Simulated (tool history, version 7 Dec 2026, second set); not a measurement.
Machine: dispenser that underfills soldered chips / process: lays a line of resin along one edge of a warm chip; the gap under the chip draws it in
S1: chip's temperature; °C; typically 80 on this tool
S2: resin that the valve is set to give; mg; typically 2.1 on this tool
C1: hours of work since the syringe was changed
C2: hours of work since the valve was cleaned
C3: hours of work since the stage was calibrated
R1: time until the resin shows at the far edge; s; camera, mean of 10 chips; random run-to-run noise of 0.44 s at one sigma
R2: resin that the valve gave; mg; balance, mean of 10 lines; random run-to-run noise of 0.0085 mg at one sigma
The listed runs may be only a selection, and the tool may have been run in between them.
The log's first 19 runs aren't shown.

{"run": 20, "hour": 93.7, "S1": 80, "S2": 2.01, "C1": 8, "C2": 46, "C3": 118, "R1": 66.6, "R2": 1.97}
{"hour": 96.9, "done": "new syringe of resin"}
{"run": 21, "hour": 97.5, "S1": 83, "S2": 2.49, "C1": 0, "C2": 48, "C3": 120, "R1": 28.2, "R2": 2.44}
{"run": 22, "hour": 101.4, "S1": 83, "S2": 1.83, "C1": 3, "C2": 51, "C3": 123, "R1": 39.7, "R2": 1.792}
{"run": 23, "hour": 106.9, "S1": 85, "S2": 2.59, "C1": 8, "C2": 56, "C3": 128, "R1": 48.7, "R2": 2.531}
{"hour": 111.1, "done": "new syringe of resin"}
{"run": 24, "hour": 112.0, "S1": 91, "S2": 1.97, "C1": 1, "C2": 59, "C3": 131, "R1": 20.6, "R2": 1.925}
{"run": 25, "hour": 115.2, "S1": 77, "S2": 1.85, "C1": 3, "C2": 62, "C3": 134, "R1": 51.5, "R2": 1.795}
{"run": 26, "hour": 120.1, "S1": 77, "S2": 2.06, "C1": 7, "C2": 65, "C3": 137, "R1": 69.8, "R2": 2.03}
{"hour": 124.9, "done": "new syringe of resin"}
{"run": 27, "hour": 127.2, "S1": 91, "S2": 2.28, "C1": 2, "C2": 70, "C3": 142, "R1": 22, "R2": 2.193}
{"run": 28, "hour": 132.0, "S1": 80, "S2": 2.68, "C1": 5, "C2": 74, "C3": 146, "R1": 50, "R2": 2.589}
{"run": 29, "hour": 137.9, "S1": 83, "S2": 1.87, "C1": 10, "C2": 79, "C3": 150, "R1": 69.5, "R2": 1.783}
{"hour": 138.7, "done": "new syringe of resin"}
{"run": 30, "hour": 142.8, "S1": 90, "S2": 2.54, "C1": 3, "C2": 82, "C3": 154, "R1": 25.8, "R2": 2.438}
{"run": 31, "hour": 148.4, "S1": 66, "S2": 2.39, "C1": 7, "C2": 86, "C3": 158, "R1": 123.9, "R2": 2.289}
{"hour": 152.5, "done": "new syringe of resin"}
{"run": 32, "hour": 153.4, "S1": 66, "S2": 2.39, "C1": 1, "C2": 90, "C3": 162, "R1": 68.8, "R2": 2.298}
{"run": 33, "hour": 157.3, "S1": 73, "S2": 2.02, "C1": 4, "C2": 93, "C3": 165, "R1": 65.6, "R2": 1.926}
{"run": 34, "hour": 163.3, "S1": 80, "S2": 1.87, "C1": 8, "C2": 97, "C3": 169, "R1": 69.3, "R2": 1.802}
{"hour": 166.5, "done": "new syringe of resin"}
{"run": 35, "hour": 170.3, "S1": 72, "S2": 2.51, "C1": 3, "C2": 102, "C3": 174, "R1": 59.4, "R2": 2.395}

Predict the results of run 36:
{"run": 36, "hour": 176.4, "S1": 81, "S2": 2.29, "C1": 8, "C2": 107, "C3": 179, "R1": "?", "R2": "?"}

{"run 36": {"R1": 59, "R2": 2.175}}
Without the tool's hidden state the same run would have given R1 30.7 s, R2 2.285 mg.

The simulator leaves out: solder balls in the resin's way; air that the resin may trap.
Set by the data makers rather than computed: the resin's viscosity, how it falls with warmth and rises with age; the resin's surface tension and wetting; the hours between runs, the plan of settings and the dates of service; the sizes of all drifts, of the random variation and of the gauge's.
